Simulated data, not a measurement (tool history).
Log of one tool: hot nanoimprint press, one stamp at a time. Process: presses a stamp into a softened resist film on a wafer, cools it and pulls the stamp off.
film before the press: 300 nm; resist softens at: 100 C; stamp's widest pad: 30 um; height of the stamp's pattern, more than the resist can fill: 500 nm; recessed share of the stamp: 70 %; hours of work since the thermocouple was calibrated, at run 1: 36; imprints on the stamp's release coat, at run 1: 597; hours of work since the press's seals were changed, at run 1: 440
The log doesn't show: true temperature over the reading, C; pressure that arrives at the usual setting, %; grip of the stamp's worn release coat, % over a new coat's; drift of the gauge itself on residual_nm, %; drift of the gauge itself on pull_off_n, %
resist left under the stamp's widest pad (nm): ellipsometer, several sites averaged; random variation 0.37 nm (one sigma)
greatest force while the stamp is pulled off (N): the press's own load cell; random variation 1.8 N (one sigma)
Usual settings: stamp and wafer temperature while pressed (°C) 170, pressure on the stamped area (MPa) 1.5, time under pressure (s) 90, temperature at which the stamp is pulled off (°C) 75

run   hour  stamp and wafer temperature while pressed (°C)  pressure on the stamped area (MPa)  time under pressure (s)  temperature at which the stamp is pulled off (°C)  hours of work since the thermocouple was calibrated  imprints on the stamp's release coat  hours of work since the press's seals were changed  resist left under the stamp's widest pad (nm)  greatest force while the stamp is pulled off (N)
  1      0                                             170                                 1.5                       90                                                 75                                                   36                                   597                                                 440                                          175.8                                               189
  2   29.4                                             170                                 1.5                       90                                                 75                                                   59                                   667                                                 463                                          175.8                                               195
  3   57.4                                             160                                 1.5                       90                                                 75                                                   81                                   733                                                 484                                          238.9                                               191
  4   79.9                                             160                                 1.5                       90                                                 75                                                   98                                   786                                                 502                                          239.9                                               195
  5  108.1                                             160                                1.17                       90                                                 75                                                  120                                   852                                                 524                                          250.8                                               192
  6  121.8                                             170                                1.88                       90                                                 75                                                  130                                   885                                                 534                                          163.1                                               194
  7  141.9                                             170                                1.88                       90                                                 75                                                  146                                   932                                                 550                                          163.1                                               194
  8  169.9                                             170                                1.88                       77                                                 75                                                  168                                   999                                                 571                                          172.3                                               199
  9  183.5                                             170                                1.88                       77                                                 75                                                  178                                  1031                                                 582                                          171.9                                               197
     193.3  -- press's hydraulic seals changed and the load cell set to zero
 10    207                                             170                                1.88                       77                                                 75                                                  190                                  1067                                                  11                                          169.2                                               199
 11  225.3                                             170                                1.88                       77                                                 75                                                  204                                  1110                                                  25                                          169.7                                               195
     229.7  -- plate thermocouple calibrated
 12  256.8                                             170                                 1.5                       90                                                 61                                                   21                                  1178                                                  47                                          177.6                                               247
 13  285.1                                             182                                 1.5                       90                                                 75                                                   43                                  1245                                                  69                                          112.2                                               200
 14  314.3                                             182                                 1.5                       90                                                 75                                                   66                                  1313                                                  91                                          112.7                                               199
 15  328.4                                             182                                 1.5                       90                                                 75                                                   76                                  1347                                                 102                                          112.6                                               203
     337.7  -- plate thermocouple calibrated, once more
 16    352                                             170                                 1.1                       90                                                 75                                                   11                                  1395                                                 118                                          195.4                                               207
 17  382.8                                             170                                 1.1                       90                                                 65                                                   35                                  1468                                                 142                                          195.3                                               237
 18  410.2                                             170                                 1.5                       90                                                 70                                                   56                                  1533                                                 163                                            175                                               223
 19  438.3                                             171                                1.59                       66                                                 65                                                   78                                  1599                                                 185                                          182.8                                               242
 20  465.4                                             163                                1.23                       49                                                 72                                                   99                                  1663                                                 206                                          256.6                                               215
 21  488.5                                             170                                2.11                       90                                                 80                                                  117                                  1717                                                 224                                          154.7                                               189
 22  509.6                                             170                                 1.5                       67                                                 63                                                  133                                  1767                                                 240                                          192.5                                               253
 23  522.4                                             170                                 1.5                       67                                                 63                                                  143                                  1797                                                 250                                            193                                               251
 24  548.8                                             170                                 1.5                       67                                                 63                                                  163                                  1860                                                 270                                          193.5                                               252
 25  565.1                                             170                                 1.5                       67                                                 63                                                  176                                  1898                                                 283                                          193.6                                               253
 26  594.4                                             179                                 1.5                       59                                                 63                                                  199                                  1968                                                 306                                          148.4                                               254
 27    619                                             179                                 1.5                       59                                                 63                                                  218                                  2026                                                 325                                          148.5                                               259
 28  647.3                                             179                                 1.5                       75                                                 73                                                  240                                  2092                                                 347                                          136.3                                               223
 29  660.1                                             179                                 1.5                       75                                                 80                                                  249                                  2122                                                 356                                          136.3                                               201
       688  -- stamp cleaned and given a new release coat
 30  693.6                                             176                                 1.5                       77                                                 70                                                  271                                    13                                                 378                                            151                                               199

Hidden state at the last listed run before each entry between runs and at the first one after, where it differs:
Between runs 9 and 10: press's hydraulic seals changed and the load cell set to zero (hour 193.3)
  true temperature over the reading, C: -0.32 -> -0.34; pressure that arrives at the usual setting, %: 96.21 -> 99.83; grip of the stamp's worn release coat, % over a new coat's: 8.7 -> 9
  measured less the result without the state, resist left under the stamp's widest pad (nm): +5.2 -> +2.3; greatest force while the stamp is pulled off (N): +17 -> +18
Between runs 11 and 12: plate thermocouple calibrated (hour 229.7)
  true temperature over the reading, C: -0.36 -> -0.61; pressure that arrives at the usual setting, %: 99.73 -> 99.58; grip of the stamp's worn release coat, % over a new coat's: 9.3 -> 9.9
  measured less the result without the state, resist left under the stamp's widest pad (nm): +2.5 -> +4.2; greatest force while the stamp is pulled off (N): +18 -> +25
Between runs 15 and 16: plate thermocouple calibrated, once more (hour 337.7)
  true temperature over the reading, C: -0.7 -> -0.17; pressure that arrives at the usual setting, %: 99.18 -> 99.06; grip of the stamp's worn release coat, % over a new coat's: 11.3 -> 11.7
  measured less the result without the state, resist left under the stamp's widest pad (nm): +3.4 -> +1.4; greatest force while the stamp is pulled off (N): +22 -> +22
Between runs 29 and 30: stamp cleaned and given a new release coat (hour 688)
  true temperature over the reading, C: -0.54 -> -0.57; pressure that arrives at the usual setting, %: 97.38 -> 97.24; grip of the stamp's worn release coat, % over a new coat's: 17.9 -> 0.1
  measured less the result without the state, resist left under the stamp's widest pad (nm): +4.3 -> +4.9; greatest force while the stamp is pulled off (N): +32 -> +2
